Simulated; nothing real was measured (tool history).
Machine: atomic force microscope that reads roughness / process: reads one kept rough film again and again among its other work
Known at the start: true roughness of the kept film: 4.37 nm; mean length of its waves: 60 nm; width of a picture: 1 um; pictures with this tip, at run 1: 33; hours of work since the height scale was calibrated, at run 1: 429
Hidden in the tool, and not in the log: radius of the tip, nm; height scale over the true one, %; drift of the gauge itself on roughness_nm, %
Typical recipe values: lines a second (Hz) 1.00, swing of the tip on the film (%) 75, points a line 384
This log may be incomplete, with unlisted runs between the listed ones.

run   hour  lines a second (Hz)  swing of the tip on the film (%)  points a line  pictures with this tip  hours of work since the height scale was calibrated  roughness of the kept film (nm (root mean square))
  1    0.0                 1.00                                75            384                      33                                                  429                                               3.750
  2    7.8                 1.00                                75            384                      41                                                  434                                               3.703
  3   20.8                 1.00                                75            384                      54                                                  442                                               3.695
  4   31.7                 1.00                                75            384                      66                                                  449                                               3.641
  5   39.9                 1.00                                75            384                      74                                                  454                                               3.615
  6   53.4                 1.00                                75            384                      89                                                  462                                               3.573
  7   69.0                 1.00                                75            817                     105                                                  472                                               3.543
      72.0  -- new tip fitted
  8   87.0                 1.00                                75            817                      15                                                  483                                               3.804
  9  102.6                 1.08                                75            384                      32                                                  492                                               3.738
 10  110.5                 1.00                                75            755                      40                                                  497                                               3.715
 11  123.8                 1.00                                75            755                      54                                                  505                                               3.686
 12  136.6                 1.00                                75            755                      67                                                  513                                               3.647
 13  149.3                 1.00                                75            755                      81                                                  521                                               3.640
 14  166.3                 1.00                                75            288                      98                                                  532                                               3.514
     174.8  -- new tip fitted
 15  180.7                 1.00                                75            288                       6                                                  540                                               3.809
 16  190.4                 1.00                                75            288                      16                                                  546                                               3.824
     192.4  -- height scale calibrated on a step standard
 17  201.3                 1.74                                67            480                      27                                                    6                                               3.712
 18  219.4                 1.74                                67            480                      45                                                   17                                               3.689
 19  228.1                 1.74                                67            480                      55                                                   22                                               3.641
 20  243.0                 1.00                                63            782                      70                                                   31                                               3.817
 21  255.0                 3.73                                63            782                      83                                                   39                                               3.394
 22  267.7                 0.58                                64            574                      96                                                   47                                               3.764
 23  276.7                 1.19                                88            581                     106                                                   52                                               3.238
     278.9  -- new tip fitted
     287.3  -- height scale calibrated on a step standard, once more
 24  293.4                 1.76                                60            644                      14                                                    4                                               3.874
 25  309.3                 1.00                                75            575                      31                                                   14                                               3.755
 26  324.3                 1.00                                75            575                      47                                                   23                                               3.685
 27  334.8                 0.51                                78            314                      58                                                   29                                               3.766
 28  346.6                 0.51                                78            314                      70                                                   37                                               3.731
 29  354.8                 1.82                                78            320                      79                                                   42                                               3.325
 30  371.4                 1.42                                68            402                      96                                                   52                                               3.550
     381.7  -- new tip fitted
 31  383.0                 2.43                                80            384                       1                                                   59                                               3.294
 32  390.8                 0.80                                89            384                       9                                                   64                                               3.641

Each row is a separate what-if for the run after 32, all from the same tool condition, not one after another. Results?
  A  403.7                 2.18                                89            897                      23                                                   72                                                   ?
  B  403.7                 1.30                                76            811                      23                                                   72                                                   ?
  C  403.7                 0.76                                73            384                      23                                                   72                                                   ?
  D  403.7                 1.56                                89            384                      23                                                   72                                                   ?

run  roughness of the kept film (nm (root mean square))
  A                                               2.996
  B                                               3.662
  C                                               3.866
  D                                               3.235
Without the tool's unlogged condition, the same runs would have read:
run  roughness of the kept film (nm (root mean square))
  A                                               3.069
  B                                               3.751
  C                                               3.960
  D                                               3.313

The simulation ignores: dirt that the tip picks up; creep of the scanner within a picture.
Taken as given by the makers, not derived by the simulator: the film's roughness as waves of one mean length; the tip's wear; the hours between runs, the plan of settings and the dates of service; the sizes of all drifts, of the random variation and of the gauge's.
